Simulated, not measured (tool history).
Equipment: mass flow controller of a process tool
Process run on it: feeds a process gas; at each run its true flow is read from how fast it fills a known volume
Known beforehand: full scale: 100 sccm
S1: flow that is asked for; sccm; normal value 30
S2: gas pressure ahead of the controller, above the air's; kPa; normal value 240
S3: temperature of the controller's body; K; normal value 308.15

{"run": 1, "hour": 0.0, "S1": 30, "S2": 240, "S3": 308.15, "true flow (%)": 99.44}
{"run": 2, "hour": 63.3, "S1": 30, "S2": 240, "S3": 312.15, "true flow (%)": 99.78}
{"run": 3, "hour": 208.3, "S1": 30, "S2": 240, "S3": 312.15, "true flow (%)": 99.75}
{"run": 4, "hour": 274.8, "S1": 30, "S2": 240, "S3": 312.15, "true flow (%)": 99.86}
{"run": 5, "hour": 363.4, "S1": 30, "S2": 240, "S3": 301.15, "true flow (%)": 99.05}
{"run": 6, "hour": 487.8, "S1": 30, "S2": 240, "S3": 301.15, "true flow (%)": 98.9}
{"run": 7, "hour": 580.0, "S1": 30, "S2": 240, "S3": 308.15, "true flow (%)": 99.38}
{"run": 8, "hour": 703.4, "S1": 22, "S2": 240, "S3": 308.15, "true flow (%)": 99.27}
{"run": 9, "hour": 839.7, "S1": 22, "S2": 240, "S3": 308.15, "true flow (%)": 99.45}
{"run": 10, "hour": 923.6, "S1": 22, "S2": 240, "S3": 308.15, "true flow (%)": 99.39}
{"run": 11, "hour": 1058.1, "S1": 22, "S2": 240, "S3": 308.15, "true flow (%)": 99.39}
{"run": 12, "hour": 1127.4, "S1": 11, "S2": 240, "S3": 308.15, "true flow (%)": 99.13}
{"run": 13, "hour": 1273.1, "S1": 26, "S2": 240, "S3": 308.15, "true flow (%)": 99.55}
{"run": 14, "hour": 1394.6, "S1": 26, "S2": 240, "S3": 308.15, "true flow (%)": 99.55}
{"run": 15, "hour": 1472.5, "S1": 30, "S2": 182, "S3": 308.15, "true flow (%)": 99.44}
{"run": 16, "hour": 1583.8, "S1": 30, "S2": 240, "S3": 301.15, "true flow (%)": 99}
{"run": 17, "hour": 1645.9, "S1": 30, "S2": 240, "S3": 301.15, "true flow (%)": 98.87}
{"run": 18, "hour": 1764.4, "S1": 30, "S2": 240, "S3": 294.15, "true flow (%)": 98.52}
{"run": 19, "hour": 1852.7, "S1": 19, "S2": 240, "S3": 308.15, "true flow (%)": 99.25}
{"run": 20, "hour": 1988.4, "S1": 30, "S2": 240, "S3": 308.15, "true flow (%)": 99.56}
{"run": 21, "hour": 2075.9, "S1": 30, "S2": 240, "S3": 308.15, "true flow (%)": 99.49}
{"run": 22, "hour": 2204.4, "S1": 82, "S2": 240, "S3": 308.15, "true flow (%)": 100.27}
{"run": 23, "hour": 2287.8, "S1": 82, "S2": 240, "S3": 308.15, "true flow (%)": 100.34}
{"run": 24, "hour": 2379.9, "S1": 30, "S2": 240, "S3": 308.15, "true flow (%)": 99.54}
{"run": 25, "hour": 2502.2, "S1": 32, "S2": 262, "S3": 308.15, "true flow (%)": 99.64}
{"run": 26, "hour": 2569.6, "S1": 36, "S2": 140, "S3": 300.15, "true flow (%)": 98.89}
{"run": 27, "hour": 2696.1, "S1": 36, "S2": 140, "S3": 300.15, "true flow (%)": 98.87}
{"run": 28, "hour": 2821.9, "S1": 64, "S2": 240, "S3": 295.15, "true flow (%)": 99.28}
{"run": 29, "hour": 2916.6, "S1": 64, "S2": 240, "S3": 295.15, "true flow (%)": 99.22}
{"run": 30, "hour": 3036.9, "S1": 30, "S2": 180, "S3": 307.15, "true flow (%)": 99.37}

Expected results for the next run?
{"run": 31, "hour": 3150.8, "S1": 42, "S2": 240, "S3": 308.15, "true flow (%)": "?"}

{"run 31": {"true flow (%)": 99.71}}
If the tool had no hidden condition, the same run with the same run-to-run variation would have returned true flow (%) 99.71.
